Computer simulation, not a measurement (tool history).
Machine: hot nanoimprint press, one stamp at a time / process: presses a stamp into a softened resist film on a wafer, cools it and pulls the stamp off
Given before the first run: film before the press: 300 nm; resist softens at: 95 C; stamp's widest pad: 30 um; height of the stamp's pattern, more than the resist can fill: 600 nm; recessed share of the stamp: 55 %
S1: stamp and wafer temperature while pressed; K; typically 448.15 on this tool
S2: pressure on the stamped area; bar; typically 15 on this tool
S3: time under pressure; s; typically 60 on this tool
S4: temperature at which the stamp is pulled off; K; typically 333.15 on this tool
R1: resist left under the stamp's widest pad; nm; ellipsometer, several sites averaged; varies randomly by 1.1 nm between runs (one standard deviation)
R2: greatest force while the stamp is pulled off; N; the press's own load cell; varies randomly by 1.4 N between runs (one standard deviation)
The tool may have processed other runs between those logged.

run	hour	S1	S2	S3	S4	R1	R2
1	0	448.15	15	60	333.15	165.9	134
2	8.7	443.15	15	60	333.15	189.5	131
3	20.8	448.15	15	60	333.15	165.1	133
4	31.2	448.15	15	60	333.15	167.1	132
5	43	448.15	15	60	333.15	168.6	134
6	56.6	460.15	15	60	333.15	121.5	129
7	64.1	460.15	15	60	333.15	121.5	133
# hour 76.7: stamp cleaned and given a new release coat
8	81	460.15	15	60	333.15	124.1	127
9	86.7	448.15	15	60	333.15	170.4	125
10	96.4	448.15	15	92	333.15	147.8	129
11	104.8	448.15	15	92	333.15	145.9	128
12	110.6	448.15	15	85	333.15	150.8	129
13	123.4	448.15	15	60	339.15	168.4	118
14	129.4	448.15	15	60	333.15	168.2	130
15	140.1	448.15	15	60	333.15	170.9	128
16	153.5	447.15	19	44	335.15	171.5	126
17	164.8	447.15	19	44	335.15	172.4	125
18	172.9	458.15	19	55	335.15	118.6	125
19	178.4	458.15	13.9	55	328.15	140	139

For run 20, what comes out?
20	190.5	458.15	15	60	333.15	?	?

R1: 130.3 nm
R2: 134 N
If the tool had no hidden condition, the same run with the same run-to-run variation would have returned R1 125.5 nm, R2 128 N.
